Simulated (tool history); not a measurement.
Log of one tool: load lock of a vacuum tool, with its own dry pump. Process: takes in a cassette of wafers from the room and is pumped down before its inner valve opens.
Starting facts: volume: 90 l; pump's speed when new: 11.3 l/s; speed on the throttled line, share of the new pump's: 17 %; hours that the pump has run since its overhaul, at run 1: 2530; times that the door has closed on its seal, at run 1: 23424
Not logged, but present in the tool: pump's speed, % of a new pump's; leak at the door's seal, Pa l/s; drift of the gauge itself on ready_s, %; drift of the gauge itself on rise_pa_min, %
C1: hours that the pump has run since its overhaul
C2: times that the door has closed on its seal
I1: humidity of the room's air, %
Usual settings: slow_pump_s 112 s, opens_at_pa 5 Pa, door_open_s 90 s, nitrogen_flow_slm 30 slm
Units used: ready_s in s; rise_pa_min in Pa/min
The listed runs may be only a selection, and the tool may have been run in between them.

Run 1, hour 0: usual settings; C1 2530; C2 23424; I1 44.4. Result: ready_s 174 s, rise_pa_min 0.12 Pa/min.
Run 2, hour 131.2: usual settings; C1 2661; C2 23686; I1 44. Result: ready_s 176 s, rise_pa_min 0.119 Pa/min.
Run 3, hour 258.1: usual settings; C1 2788; C2 23939; I1 40.6. Result: ready_s 177.3 s, rise_pa_min 0.126 Pa/min.
Run 4, hour 325.1: usual settings but nitrogen_flow_slm 12 slm; C1 2855; C2 24073; I1 48.9. Result: ready_s 177.6 s, rise_pa_min 0.148 Pa/min.
Run 5, hour 484.4: usual settings but nitrogen_flow_slm 12 slm; C1 3014; C2 24391; I1 44. Result: ready_s 176.9 s, rise_pa_min 0.134 Pa/min.
Run 6, hour 613.5: usual settings but nitrogen_flow_slm 12 slm; C1 3143; C2 24649; I1 45.7. Result: ready_s 176.2 s, rise_pa_min 0.142 Pa/min.
Run 7, hour 692.7: usual settings but nitrogen_flow_slm 7 slm; C1 3223; C2 24807; I1 44.6. Result: ready_s 175.2 s, rise_pa_min 0.149 Pa/min.
Run 8, hour 803.9: usual settings but nitrogen_flow_slm 7 slm; C1 3334; C2 25029; I1 44. Result: ready_s 176.2 s, rise_pa_min 0.147 Pa/min.
Run 9, hour 901.8: usual settings but nitrogen_flow_slm 7 slm; C1 3432; C2 25225; I1 39.2. Result: ready_s 178.4 s, rise_pa_min 0.148 Pa/min.
Run 10, hour 1057.1: usual settings but nitrogen_flow_slm 7 slm; C1 3587; C2 25535; I1 44.2. Result: ready_s 177.1 s, rise_pa_min 0.155 Pa/min.
Run 11, hour 1219.5: usual settings; C1 3749; C2 25859; I1 45.7. Result: ready_s 178 s, rise_pa_min 0.149 Pa/min.
Run 12, hour 1304.1: usual settings; C1 3834; C2 26028; I1 45.6. Result: ready_s 178.4 s, rise_pa_min 0.146 Pa/min.
Run 13, hour 1413.3: usual settings; C1 3943; C2 26246; I1 44.9. Result: ready_s 177.9 s, rise_pa_min 0.141 Pa/min.
Run 14, hour 1558: usual settings but nitrogen_flow_slm 6 slm; C1 4088; C2 26535; I1 43.3. Result: ready_s 178.5 s, rise_pa_min 0.164 Pa/min.
Run 15, hour 1675.8: usual settings but door_open_s 159 s; C1 4206; C2 26770; I1 45.1. Result: ready_s 178.4 s, rise_pa_min 0.144 Pa/min.
Run 16, hour 1770.8: usual settings but slow_pump_s 89 s, door_open_s 159 s; C1 4301; C2 26960; I1 45.9. Result: ready_s 160.2 s, rise_pa_min 0.151 Pa/min.
Run 17, hour 1908.4: usual settings but slow_pump_s 89 s, door_open_s 159 s; C1 4438; C2 27235; I1 49. Result: ready_s 158.6 s, rise_pa_min 0.154 Pa/min.
Run 18, hour 2035.2: usual settings but slow_pump_s 89 s, door_open_s 159 s; C1 4565; C2 27488; I1 47.3. Result: ready_s 159.8 s, rise_pa_min 0.162 Pa/min.
Run 19, hour 2119: usual settings but slow_pump_s 89 s, door_open_s 159 s; C1 4649; C2 27655; I1 46.4. Result: ready_s 160.5 s, rise_pa_min 0.161 Pa/min.
Run 20, hour 2272.4: usual settings but slow_pump_s 89 s, door_open_s 159 s; C1 4802; C2 27962; I1 43.9. Result: ready_s 160.5 s, rise_pa_min 0.158 Pa/min.
Run 21, hour 2406.1: usual settings but slow_pump_s 60 s, opens_at_pa 7 Pa, door_open_s 29 s, nitrogen_flow_slm 27 slm; C1 4936; C2 28229; I1 44.4. Result: ready_s 132.8 s, rise_pa_min 0.151 Pa/min.
Run 22, hour 2475.9: usual settings but slow_pump_s 60 s, opens_at_pa 7 Pa, door_open_s 29 s, nitrogen_flow_slm 27 slm; C1 5006; C2 28368; I1 43.6. Result: ready_s 133.4 s, rise_pa_min 0.148 Pa/min.
Run 23, hour 2611.2: usual settings but slow_pump_s 60 s, opens_at_pa 9 Pa, door_open_s 29 s, nitrogen_flow_slm 27 slm; C1 5141; C2 28638; I1 43.2. Result: ready_s 131.3 s, rise_pa_min 0.154 Pa/min.
Run 24, hour 2719.6: usual settings but slow_pump_s 60 s, opens_at_pa 9 Pa, door_open_s 184 s, nitrogen_flow_slm 10 slm; C1 5249; C2 28855; I1 44.8. Result: ready_s 133 s, rise_pa_min 0.187 Pa/min.
Run 25, hour 2810.2: usual settings but slow_pump_s 60 s, opens_at_pa 9 Pa, door_open_s 184 s, nitrogen_flow_slm 10 slm; C1 5340; C2 29036; I1 49.2. Result: ready_s 132.6 s, rise_pa_min 0.188 Pa/min.
Run 26, hour 2924.4: usual settings but opens_at_pa 6 Pa, door_open_s 30 s, nitrogen_flow_slm 14 slm; C1 5454; C2 29264; I1 45.8. Result: ready_s 179.2 s, rise_pa_min 0.167 Pa/min.
Run 27, hour 3082.4: usual settings but slow_pump_s 173 s, opens_at_pa 8 Pa; C1 5612; C2 29579; I1 42.7. Result: ready_s 223.9 s, rise_pa_min 0.171 Pa/min.
Run 28, hour 3243.2: usual settings but door_open_s 82 s; C1 5773; C2 29900; I1 41.3. Result: ready_s 180.3 s, rise_pa_min 0.174 Pa/min.
Run 29, hour 3399.4: usual settings but door_open_s 82 s; C1 5929; C2 30212; I1 41.6. Result: ready_s 178 s, rise_pa_min 0.169 Pa/min.
Run 30, hour 3555: usual settings but opens_at_pa 9 Pa, door_open_s 82 s, nitrogen_flow_slm 7 slm; C1 6085; C2 30523; I1 46.3. Result: ready_s 175.4 s, rise_pa_min 0.192 Pa/min.
Run 31, hour 3667.2: usual settings but door_open_s 85 s; C1 6197; C2 30747; I1 42.5. Result: ready_s 180.7 s, rise_pa_min 0.179 Pa/min.
Run 32, hour 3801: usual settings but door_open_s 85 s; C1 6331; C2 31014; I1 46.6. Result: ready_s 181.4 s, rise_pa_min 0.179 Pa/min.
Run 33, hour 3868.8: usual settings but door_open_s 85 s; C1 6399; C2 31150; I1 42.8. Result: ready_s 181.6 s, rise_pa_min 0.181 Pa/min.
Run 34, hour 4018.7: usual settings but slow_pump_s 117 s, nitrogen_flow_slm 22 slm; C1 6549; C2 31449; I1 45. Result: ready_s 187.1 s, rise_pa_min 0.182 Pa/min.
Run 35, hour 4086.1: usual settings but slow_pump_s 143 s, door_open_s 36 s, nitrogen_flow_slm 10 slm; C1 6616; C2 31584; I1 39.7. Result: ready_s 206.9 s, rise_pa_min 0.186 Pa/min.
Run 36, hour 4169.9: usual settings but slow_pump_s 143 s, door_open_s 36 s, nitrogen_flow_slm 10 slm; C1 6700; C2 31751; I1 41.5. Result: ready_s 209.5 s, rise_pa_min 0.187 Pa/min.
Run 37, hour 4249.5: usual settings but opens_at_pa 10 Pa, door_open_s 55 s; C1 6779; C2 31910; I1 43.7. Result: ready_s 174.7 s, rise_pa_min 0.183 Pa/min.

Predict each of these 3 candidate next runs independently; none follows another, all start after run 37:
Run A, hour 4355.7: usual settings but slow_pump_s 150 s, door_open_s 219 s, nitrogen_flow_slm 8 slm; C1 6886; C2 32122; I1 44. Result: ready_s ?, rise_pa_min ?.
Run B, hour 4355.7: usual settings but door_open_s 206 s; C1 6886; C2 32122; I1 44.1. Result: ready_s ?, rise_pa_min ?.
Run C, hour 4355.7: usual settings but slow_pump_s 204 s, door_open_s 52 s, nitrogen_flow_slm 6 slm; C1 6886; C2 32122; I1 44.9. Result: ready_s ?, rise_pa_min ?.

run  ready_s  rise_pa_min
  A    212.2        0.211
  B    181.1         0.19
  C    257.4        0.208
Had the tool no hidden state, the same runs would have come out as:
run  ready_s  rise_pa_min
  A    204.4        0.038
  B    172.2        0.016
  C    250.7        0.032
